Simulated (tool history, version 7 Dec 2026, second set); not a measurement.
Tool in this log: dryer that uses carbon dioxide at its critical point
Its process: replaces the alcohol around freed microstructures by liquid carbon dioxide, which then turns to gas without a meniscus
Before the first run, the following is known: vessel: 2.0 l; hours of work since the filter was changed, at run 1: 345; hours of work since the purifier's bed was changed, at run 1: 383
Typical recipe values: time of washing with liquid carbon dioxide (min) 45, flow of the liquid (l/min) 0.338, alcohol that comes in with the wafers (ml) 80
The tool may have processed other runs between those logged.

run	hour	time of washing with liquid carbon dioxide (min)	flow of the liquid (l/min)	alcohol that comes in with the wafers (ml)	hours of work since the filter was changed	hours of work since the purifier's bed was changed	alcohol left in the vessel before it's heated (ppm by volume)
1	0.0	45	0.338	80	345	383	127
2	27.3	45	0.338	80	364	402	130
3	42.6	45	0.338	80	375	413	135
4	73.6	45	0.338	80	397	434	132
5	106.9	67	0.338	80	420	458	38
6	140.3	67	0.338	33	444	481	43
7	173.9	67	0.338	33	467	505	42
8	200.3	45	0.338	46	486	524	105
9	216.9	45	0.338	46	498	535	102
10	240.1	48	0.338	33	514	552	79
11	270.0	48	0.338	33	535	573	74
12	303.4	39	0.442	88	558	596	96
13	335.4	41	0.418	88	581	619	101
14	355.4	41	0.418	68	595	633	100

What would each run have given without the hidden state, its run-to-run variation left as it was?
The tool's hidden condition here consists of: flow that reaches the vessel past the clogged filter, %; alcohol in the recycled carbon dioxide, ppm; drift of the gauge itself on alcohol_ppm, %.
run	alcohol left in the vessel before it's heated (ppm by volume)
1	71
2	70
3	72
4	66
5	6
6	10
7	7
8	43
9	38
10	28
11	21
12	26
13	25
14	34
